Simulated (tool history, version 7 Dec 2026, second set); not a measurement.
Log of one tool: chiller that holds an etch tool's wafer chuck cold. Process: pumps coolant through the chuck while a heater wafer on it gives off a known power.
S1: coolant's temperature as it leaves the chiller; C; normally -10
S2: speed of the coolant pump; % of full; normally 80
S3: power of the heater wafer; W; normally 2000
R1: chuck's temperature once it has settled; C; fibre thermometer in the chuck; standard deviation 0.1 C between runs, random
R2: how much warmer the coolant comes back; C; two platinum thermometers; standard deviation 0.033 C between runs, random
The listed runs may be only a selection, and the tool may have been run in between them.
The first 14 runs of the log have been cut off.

run,hour,S1,S2,S3,R1,R2
15,376.5,-10,90,2000,1.6,4.03
16,403.7,-10,90,2000,1.7,4.06
17,430.7,-4,73,1842,8.8,4.49
18,459.5,-12,84,2000,0.3,4.32
19,486.1,-12,84,2000,0.3,4.3
20,522,0,68,1057,7.9,2.77
21,549.6,-3,70,1130,5,2.9
22,576.4,-3,70,1091,4.8,2.82
23,599.6,-10,66,1551,1.7,4.26
24,619.3,-10,66,1551,1.7,4.22
25,644.9,-10,66,1551,1.6,4.24
26,675.8,-10,66,1551,1.7,4.2
27,698.7,-19,78,1297,-10.6,3.06
28,734.9,-17,78,1347,-8,3.12
29,758.7,-17,78,1347,-8,3.22
30,782,-13,76,1864,-0.5,4.46
31,814.1,-13,70,1100,-4.9,2.88
32,846.1,-13,70,1100,-5.1,2.85

Predict each of these 3 candidate next runs independently; none follows another, all start after run 32:
A,871.1,-19,70,1100,?,?
B,871.1,-13,81,1172,?,?
C,871.1,-13,70,2003,?,?

run,R1,R2
A,-11.1,2.8
B,-5.5,2.6
C,1.7,5.21
Had the tool no hidden state, the same runs would have come out as:
run,R1,R2
A,-11.9,2.74
B,-6.3,2.54
C,0.1,5.1
